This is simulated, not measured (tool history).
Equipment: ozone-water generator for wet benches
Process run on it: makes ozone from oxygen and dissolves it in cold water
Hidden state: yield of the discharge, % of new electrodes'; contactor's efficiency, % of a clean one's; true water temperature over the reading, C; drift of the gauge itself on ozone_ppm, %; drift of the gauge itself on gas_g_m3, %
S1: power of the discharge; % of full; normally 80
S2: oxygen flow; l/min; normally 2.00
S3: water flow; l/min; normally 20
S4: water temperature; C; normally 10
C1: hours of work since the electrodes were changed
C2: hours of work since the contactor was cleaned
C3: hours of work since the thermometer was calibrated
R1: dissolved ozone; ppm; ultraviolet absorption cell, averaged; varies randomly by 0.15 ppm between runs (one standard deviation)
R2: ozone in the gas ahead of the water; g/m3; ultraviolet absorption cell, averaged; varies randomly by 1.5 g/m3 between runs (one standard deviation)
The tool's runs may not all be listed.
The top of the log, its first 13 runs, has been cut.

| run | day | S1 | S2 | S3 | S4 | C1 | C2 | C3 | R1 | R2 |
|---|---|---|---|---|---|---|---|---|---|---|
| 14 | 29.479 | 50 | 2.00 | 20 | 10 | 1504 | 99 | 1684 | 12.4 | 188.3 |
| 15 | 31.088 | 50 | 2.00 | 20 | 10 | 1539 | 134 | 1718 | 12.2 | 187.0 |
| 16 | 32.488 | 50 | 2.00 | 20 | 10 | 1569 | 164 | 1748 | 12.1 | 186.1 |
| 17 | 34.488 | 50 | 2.00 | 20 | 10 | 1612 | 207 | 1791 | 12.1 | 188.3 |
| 18 | 37.458 | 50 | 2.00 | 20 | 10 | 1675 | 270 | 1855 | 12.0 | 188.5 |
| 19 | 39.229 | 61 | 2.00 | 20 | 7 | 1713 | 308 | 1893 | 14.5 | 218.1 |
| 20 | 41.229 | 61 | 2.00 | 20 | 7 | 1756 | 351 | 1936 | 14.0 | 220.5 |
| 21 | 43.958 | 61 | 2.00 | 22 | 7 | 1815 | 410 | 1994 | 13.1 | 220.4 |
| 22 | 46.408 | 41 | 2.00 | 20 | 10 | 1867 | 462 | 2047 | 10.5 | 158.9 |
| 23 | 48.612 | 41 | 1.57 | 20 | 16 | 1915 | 510 | 2094 | 8.7 | 173.5 |
| 24 | 50.312 | 80 | 2.00 | 17 | 6 | 1951 | 546 | 2131 | 21.5 | 269.6 |
| 25 | 53.142 | 80 | 1.23 | 17 | 6 | 2012 | 607 | 2191 | 16.6 | 317.5 |
| 26 | 55.954 | 65 | 1.19 | 24 | 12 | 2072 | 667 | 2252 | 9.0 | 271.3 |
| 27 | 57.608 | 82 | 2.23 | 22 | 5 | 2107 | 703 | 2287 | 17.1 | 267.1 |
| 28 | 59.196 | 82 | 2.23 | 22 | 5 | 2142 | 737 | 2321 | 17.2 | 264.0 |
| 29 | 61.458 | 75 | 1.96 | 23 | 5 | 2190 | 785 | 2370 | 14.4 | 260.8 |
| 30 | 63.900 | 75 | 1.96 | 23 | 5 | 2243 | 838 | 2422 | 14.2 | 258.7 |
| 31 | 66.454 | 80 | 2.00 | 24 | 10 | 2297 | 892 | 2477 | 14.1 | 267.6 |
| 32 | 68.350 | 80 | 2.70 | 20 | 6 | 2338 | 933 | 2517 | 20.3 | 243.3 |
| 33 | 70.383 | 86 | 1.05 | 20 | 6 | 2382 | 977 | 2561 | 13.3 | 352.5 |

Here are 3 independent what-if runs from the current tool condition. What would each one return?
| A | 73.317 | 80 | 2.00 | 20 | 15 | 2444 | 1040 | 2624 | ? | ? |
| B | 73.317 | 49 | 1.05 | 20 | 6 | 2444 | 1040 | 2624 | ? | ? |
| C | 73.317 | 79 | 1.05 | 17 | 6 | 2444 | 1040 | 2624 | ? | ? |

| run | R1 | R2 |
|---|---|---|
| A | 16.7 | 269.0 |
| B | 8.5 | 222.9 |
| C | 14.7 | 326.0 |
The same runs, with their run-to-run variation unchanged, on a tool lacking any hidden condition would have given:
| run | R1 | R2 |
|---|---|---|
| A | 17.5 | 279.2 |
| B | 8.7 | 228.3 |
| C | 15.3 | 338.2 |
